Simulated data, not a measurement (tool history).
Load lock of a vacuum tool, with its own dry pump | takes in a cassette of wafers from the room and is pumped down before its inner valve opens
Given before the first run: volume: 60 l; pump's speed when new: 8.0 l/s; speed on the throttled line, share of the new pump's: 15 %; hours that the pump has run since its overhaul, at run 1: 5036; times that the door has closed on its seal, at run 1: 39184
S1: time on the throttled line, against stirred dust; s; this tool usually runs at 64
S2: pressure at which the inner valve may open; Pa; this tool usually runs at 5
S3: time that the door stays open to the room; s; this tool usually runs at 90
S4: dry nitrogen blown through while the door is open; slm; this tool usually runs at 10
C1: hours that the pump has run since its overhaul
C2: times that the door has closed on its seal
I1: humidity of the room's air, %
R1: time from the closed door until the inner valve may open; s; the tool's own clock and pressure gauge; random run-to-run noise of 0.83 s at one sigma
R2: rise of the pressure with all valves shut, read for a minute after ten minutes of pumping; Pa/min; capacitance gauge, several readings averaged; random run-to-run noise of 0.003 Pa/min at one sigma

Run 1, day 0.000: usual settings; C1 5036; C2 39184; I1 44.5. Result: R1 133.6 s, R2 0.150 Pa/min.
Run 2, day 14.008: usual settings but S1 69 s; C1 5372; C2 40839; I1 46.2. Result: R1 137.9 s, R2 0.161 Pa/min.
Run 3, day 32.725: usual settings but S1 69 s; C1 5821; C2 43051; I1 43.5. Result: R1 138.7 s, R2 0.176 Pa/min.
Run 4, day 53.371: usual settings but S1 69 s; C1 6317; C2 45491; I1 46.7. Result: R1 137.9 s, R2 0.190 Pa/min.
Run 5, day 73.983: usual settings but S1 69 s; C1 6812; C2 47927; I1 45.3. Result: R1 138.8 s, R2 0.195 Pa/min.
At day 95.896: door's seal changed, seat wiped.
Run 6, day 95.896: usual settings; C1 7336; C2 0; I1 45.3. Result: R1 133.9 s, R2 0.038 Pa/min.
Run 7, day 112.438: usual settings; C1 7733; C2 1955; I1 43.8. Result: R1 134.3 s, R2 0.040 Pa/min.
Run 8, day 127.846: usual settings but S4 25 slm; C1 8103; C2 3775; I1 47.7. Result: R1 136.9 s, R2 0.029 Pa/min.
Run 9, day 148.483: usual settings but S4 25 slm; C1 8598; C2 6214; I1 43.6. Result: R1 136.0 s, R2 0.033 Pa/min.
Run 10, day 164.383: usual settings but S4 25 slm; C1 8980; C2 8094; I1 46.5. Result: R1 136.7 s, R2 0.031 Pa/min.
Run 11, day 186.479: usual settings but S4 11 slm; C1 9510; C2 10704; I1 45.7. Result: R1 135.0 s, R2 0.051 Pa/min.
Run 12, day 206.021: usual settings but S4 11 slm; C1 9979; C2 13014; I1 43.8. Result: R1 136.8 s, R2 0.061 Pa/min.
Run 13, day 218.888: usual settings but S4 11 slm; C1 10288; C2 14534; I1 43.8. Result: R1 137.0 s, R2 0.056 Pa/min.
Run 14, day 230.892: usual settings but S4 11 slm; C1 10576; C2 15953; I1 44.1. Result: R1 138.6 s, R2 0.064 Pa/min.
Run 15, day 242.417: usual settings but S4 11 slm; C1 10853; C2 17315; I1 46.2. Result: R1 136.4 s, R2 0.067 Pa/min.
Run 16, day 259.892: usual settings but S1 66 s; C1 11272; C2 19380; I1 46.2. Result: R1 140.1 s, R2 0.075 Pa/min.
Run 17, day 270.150: usual settings but S1 35 s, S2 4 Pa, S4 9 slm; C1 11518; C2 20592; I1 46.6. Result: R1 115.2 s, R2 0.076 Pa/min.
Run 18, day 280.912: usual settings but S1 36 s, S2 9 Pa, S3 65 s, S4 11 slm; C1 11776; C2 21864; I1 46.4. Result: R1 109.0 s, R2 0.076 Pa/min.
Run 19, day 296.575: usual settings but S4 25 slm; C1 12152; C2 23715; I1 43.5. Result: R1 137.7 s, R2 0.074 Pa/min.
Run 20, day 309.733: usual settings but S1 59 s, S4 4 slm; C1 12468; C2 25270; I1 46.3. Result: R1 134.6 s, R2 0.101 Pa/min.
Run 21, day 320.129: usual settings but S1 43 s, S2 9 Pa, S3 41 s, S4 36 slm; C1 12718; C2 26498; I1 42.8. Result: R1 117.0 s, R2 0.067 Pa/min.
Run 22, day 341.125: usual settings but S1 63 s, S3 27 s, S4 36 slm; C1 13222; C2 28979; I1 46.8. Result: R1 138.5 s, R2 0.077 Pa/min.
Run 23, day 360.371: usual settings but S1 121 s, S2 4 Pa, S3 53 s, S4 27 slm; C1 13683; C2 31254; I1 42.8. Result: R1 188.2 s, R2 0.084 Pa/min.
Run 24, day 378.267: usual settings but S1 45 s, S3 38 s, S4 4 slm; C1 14113; C2 33368; I1 45.4. Result: R1 124.6 s, R2 0.111 Pa/min.
Run 25, day 390.875: usual settings but S3 28 s, S4 18 slm; C1 14416; C2 34859; I1 46.1. Result: R1 140.4 s, R2 0.108 Pa/min.
Run 26, day 401.854: usual settings but S3 79 s, S4 11 slm; C1 14679; C2 36156; I1 42.8. Result: R1 140.6 s, R2 0.125 Pa/min.
Run 27, day 421.304: usual settings but S3 79 s, S4 11 slm; C1 15146; C2 38454; I1 42.3. Result: R1 141.1 s, R2 0.134 Pa/min.
Run 28, day 431.483: usual settings but S3 79 s, S4 11 slm; C1 15390; C2 39657; I1 45.3. Result: R1 140.0 s, R2 0.151 Pa/min.
Run 29, day 452.800: usual settings but S3 79 s, S4 11 slm; C1 15902; C2 42177; I1 44.3. Result: R1 140.5 s, R2 0.154 Pa/min.
Run 30, day 473.554: usual settings but S1 113 s; C1 16400; C2 44629; I1 46.3. Result: R1 179.3 s, R2 0.168 Pa/min.
Run 31, day 490.729: usual settings but S1 113 s, S3 172 s; C1 16812; C2 46659; I1 42.4. Result: R1 181.5 s, R2 0.198 Pa/min.
Run 32, day 510.988: usual settings but S1 98 s, S3 110 s; C1 17298; C2 49053; I1 42.6. Result: R1 170.6 s, R2 0.205 Pa/min.

Forecast each of these 4 alternatives for the next run:
Run A, day 521.712: usual settings but S2 8 Pa, S3 26 s, S4 28 slm; C1 17556; C2 50320; I1 44.9. Result: R1 ?, R2 ?.
Run B, day 521.712: usual settings but S1 98 s, S2 8 Pa, S3 27 s; C1 17556; C2 50320; I1 45.4. Result: R1 ?, R2 ?.
Run C, day 521.712: usual settings but S1 37 s, S2 6 Pa, S3 104 s; C1 17556; C2 50320; I1 43.3. Result: R1 ?, R2 ?.
Run D, day 521.712: usual settings but S1 59 s, S3 26 s, S4 27 slm; C1 17556; C2 50320; I1 44.1. Result: R1 ?, R2 ?.

run     R1     R2
  A  138.8  0.186
  B  166.9  0.187
  C  116.9  0.203
  D  136.3  0.183
The same runs, with their run-to-run variation unchanged, on a tool lacking any hidden condition would have given:
run     R1     R2
  A  127.3  0.016
  B  156.3  0.014
  C  104.3  0.033
  D  123.9  0.010
